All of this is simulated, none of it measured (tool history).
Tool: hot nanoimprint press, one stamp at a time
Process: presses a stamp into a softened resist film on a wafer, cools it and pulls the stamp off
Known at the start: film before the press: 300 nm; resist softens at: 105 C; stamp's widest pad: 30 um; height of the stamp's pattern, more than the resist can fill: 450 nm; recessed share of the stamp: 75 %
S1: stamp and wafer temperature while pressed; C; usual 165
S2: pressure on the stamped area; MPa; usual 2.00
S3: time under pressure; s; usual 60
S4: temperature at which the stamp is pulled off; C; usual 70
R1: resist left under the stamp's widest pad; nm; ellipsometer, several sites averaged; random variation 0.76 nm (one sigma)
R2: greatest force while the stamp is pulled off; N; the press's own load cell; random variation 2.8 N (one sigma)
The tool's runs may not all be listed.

run   hour   S1    S2   S3  S4     R1   R2
  1    0.0  165  2.00   60  70  115.6  156
  2   26.8  166  2.00   60  70  110.2  160
  3   54.0  166  2.00   60  70  110.4  159
  4   71.7  166  2.00   60  75  109.9  150
  5   86.4  166  2.00   60  75  111.6  149
  6  114.2  166  2.00   60  75  109.6  159
  7  145.2  166  2.00   60  75  108.9  160
  8  167.6  166  2.00   60  75  109.2  162
  9  185.1  166  2.00   60  75  109.9  167
 10  199.2  165  2.18   60  70  108.6  176
 11  221.6  165  2.18   60  70  110.0  182
     226.4  -- plate thermocouple calibrated
 12  243.3  165  2.18   60  70  108.5  190
 13  262.2  165  2.18   60  70  109.1  193
 14  279.8  165  1.36   60  70  135.5  194
 15  298.3  165  2.00  103  70   89.1  188
 16  329.0  175  3.14   61  59   62.0  224
 17  353.5  175  3.14   61  74   63.0  192
 18  370.2  163  2.00   43  70  141.4  219
 19  396.0  163  3.17   43  70  116.1  215
     408.6  -- plate thermocouple calibrated, once more
     416.3  -- stamp cleaned and given a new release coat
 20  437.2  163  3.17   43  70  117.4  129
 21  464.8  165  1.27   60  70  139.8  137
 22  486.2  159  2.00   30  70  182.7  139

The next listed run, before its measurement:
 23  514.9  163  1.32  72  70   ?   ?

Run 23 gave R1 137.1 nm, R2 141 N.
Without the tool's hidden state the same run would have given R1 133.8 nm, R2 128 N.
